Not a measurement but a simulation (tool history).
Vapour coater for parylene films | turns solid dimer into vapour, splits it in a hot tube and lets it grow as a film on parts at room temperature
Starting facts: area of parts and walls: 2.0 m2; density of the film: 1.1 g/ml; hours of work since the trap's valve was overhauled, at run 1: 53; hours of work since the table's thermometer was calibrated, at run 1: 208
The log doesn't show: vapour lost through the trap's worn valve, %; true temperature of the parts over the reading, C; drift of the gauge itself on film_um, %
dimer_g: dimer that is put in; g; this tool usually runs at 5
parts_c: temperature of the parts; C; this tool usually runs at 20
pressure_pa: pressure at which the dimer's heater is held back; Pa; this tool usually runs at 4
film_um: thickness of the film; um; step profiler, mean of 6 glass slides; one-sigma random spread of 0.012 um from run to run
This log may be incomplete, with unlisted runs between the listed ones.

run	hour	dimer_g	parts_c	pressure_pa	hours of work since the trap's valve was overhauled	hours of work since the table's thermometer was calibrated	film_um
1	0	5	20	4	53	208	1.77
2	11.9	5	20	3.01	61	216	1.89
3	23.3	5	20	10.73	68	223	1.39
4	32.3	5	20	10.73	74	229	1.41
5	41.6	5	20	4	80	235	1.75
6	48.6	5	20	4	85	239	1.77
7	62.7	5	20	4	94	248	1.75
8	70.4	6	20	4	99	253	2.13
9	84.7	5	20	2.42	108	263	1.95
10	93.9	5	20	7.15	114	269	1.53
11	102.3	5	20	5.28	119	274	1.65
12	109.8	5	24	5.28	124	279	1.53
13	119.1	5	30	5.28	130	285	1.33
14	133.9	5	30	5.28	140	295	1.33
15	147.9	5	20	4.15	149	304	1.75
16	161.4	4	20	4	158	312	1.4
17	169.8	3	13	5.54	163	318	1.13
18	177.7	2	16	7.5	168	323	0.64
19	186.8	2	13	8.01	174	329	0.7
20	196.8	5	20	4	181	335	1.75
21	210.2	5	20	4	189	344	1.74
22	221.3	4	27	4	196	351	1.21
23	236.2	9	31	4.29	206	361	2.46

For some of the steps in film_um from one run to the next: how much would appear even if the tool had no hidden state, given the settings, what came in and random variation, and how much remains for the hidden state plus any gauge scatter that the measured result and the result without hidden state don't share?
Run 19 -> 20: dimer_g 2 -> 5, parts_c 13 -> 20, pressure_pa 8.01 -> 4. film_um +1.05 um: hidden state -0.02, all else +1.07.
Run 22 -> 23: dimer_g 4 -> 9, parts_c 27 -> 31, pressure_pa 4 -> 4.29. film_um +1.25 um: hidden state -0.02, all else +1.27.
